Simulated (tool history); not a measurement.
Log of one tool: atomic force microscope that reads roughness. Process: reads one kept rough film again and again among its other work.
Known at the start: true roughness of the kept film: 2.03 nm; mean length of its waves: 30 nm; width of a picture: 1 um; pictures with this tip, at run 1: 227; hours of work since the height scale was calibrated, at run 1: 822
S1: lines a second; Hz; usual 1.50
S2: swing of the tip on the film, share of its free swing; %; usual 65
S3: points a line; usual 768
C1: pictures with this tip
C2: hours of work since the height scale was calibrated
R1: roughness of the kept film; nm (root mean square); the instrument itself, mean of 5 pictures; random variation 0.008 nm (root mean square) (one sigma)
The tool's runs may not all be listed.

run	hour	S1	S2	S3	C1	C2	R1
1	0.0	1.50	65	768	227	822	1.502
# hour 44.8: new tip fitted
2	45.2	1.50	81	768	1	847	1.549
3	71.3	1.50	81	768	46	862	1.496
4	130.5	1.50	81	768	150	896	1.437
5	182.9	0.56	65	768	242	926	1.573
# hour 218.4: new tip fitted
6	232.1	1.50	65	768	24	953	1.664
7	285.5	1.50	65	768	117	984	1.582
8	319.5	1.50	65	768	177	1003	1.547
9	374.2	1.50	65	768	272	1034	1.491
# hour 390.8: new tip fitted
10	400.8	1.50	55	768	18	1049	1.738
11	455.9	1.50	55	768	114	1081	1.643
12	487.8	1.50	55	768	170	1099	1.612
13	526.7	1.50	55	768	238	1121	1.550
# hour 565.1: new tip fitted
14	566.2	1.50	55	768	2	1143	1.739
15	595.7	0.54	70	768	54	1160	1.685
16	623.8	0.54	70	768	103	1176	1.647
17	664.1	0.54	75	385	173	1199	1.572
18	709.0	2.13	68	768	252	1225	1.418
# hour 713.9: height scale calibrated on a step standard
# hour 738.0: new tip fitted
19	740.0	2.13	68	768	3	15	1.603
20	792.5	2.16	69	330	95	45	1.490
21	819.2	2.16	89	886	142	60	1.227
22	845.7	2.08	89	886	188	75	1.203
23	876.9	1.28	84	336	243	93	1.343
# hour 911.8: new tip fitted
24	914.2	0.74	59	336	4	114	1.735
# hour 932.6: height scale calibrated on a step standard, once more
25	960.9	0.57	57	611	84	16	1.762
26	1022.5	0.94	64	432	192	51	1.620
27	1049.9	0.50	72	432	240	67	1.576
28	1076.6	1.06	87	442	286	82	1.367

Hidden state at the last listed run before each entry between runs and at the first one after, where it differs:
Between runs 1 and 2: new tip fitted (hour 44.8)
  radius of the tip, nm: 26.4 -> 10.3; height scale over the true one, %: -1.54 -> -1.58
  measured less the result without the state, R1: -0.228 -> -0.030 nm (root mean square)
Between runs 5 and 6: new tip fitted (hour 218.4)
  radius of the tip, nm: 26.4 -> 12.3; height scale over the true one, %: -1.73 -> -1.78
  measured less the result without the state, R1: -0.243 -> -0.063 nm (root mean square)
Between runs 9 and 10: new tip fitted (hour 390.8)
  radius of the tip, nm: 28.4 -> 12.2; height scale over the true one, %: -1.93 -> -1.96
  measured less the result without the state, R1: -0.257 -> -0.067 nm (root mean square)
Between runs 13 and 14: new tip fitted (hour 565.1)
  radius of the tip, nm: 26 -> 11.3; height scale over the true one, %: -2.1 -> -2.14
  measured less the result without the state, R1: -0.240 -> -0.057 nm (root mean square)
Between runs 18 and 19: height scale calibrated on a step standard (hour 713.9); new tip fitted (hour 738.0)
  radius of the tip, nm: 27.3 -> 10.4; height scale over the true one, %: -2.3 -> -2.89
  measured less the result without the state, R1: -0.238 -> -0.053 nm (root mean square)
Between runs 23 and 24: new tip fitted (hour 911.8)
  radius of the tip, nm: 25.6 -> 10.2; height scale over the true one, %: -3.04 -> -3.08
  measured less the result without the state, R1: -0.219 -> -0.059 nm (root mean square)
Between runs 24 and 25: height scale calibrated on a step standard, once more (hour 932.6)
  radius of the tip, nm: 10.2 -> 15.4; height scale over the true one, %: -3.08 -> 0.08
  measured less the result without the state, R1: -0.059 -> -0.077 nm (root mean square)

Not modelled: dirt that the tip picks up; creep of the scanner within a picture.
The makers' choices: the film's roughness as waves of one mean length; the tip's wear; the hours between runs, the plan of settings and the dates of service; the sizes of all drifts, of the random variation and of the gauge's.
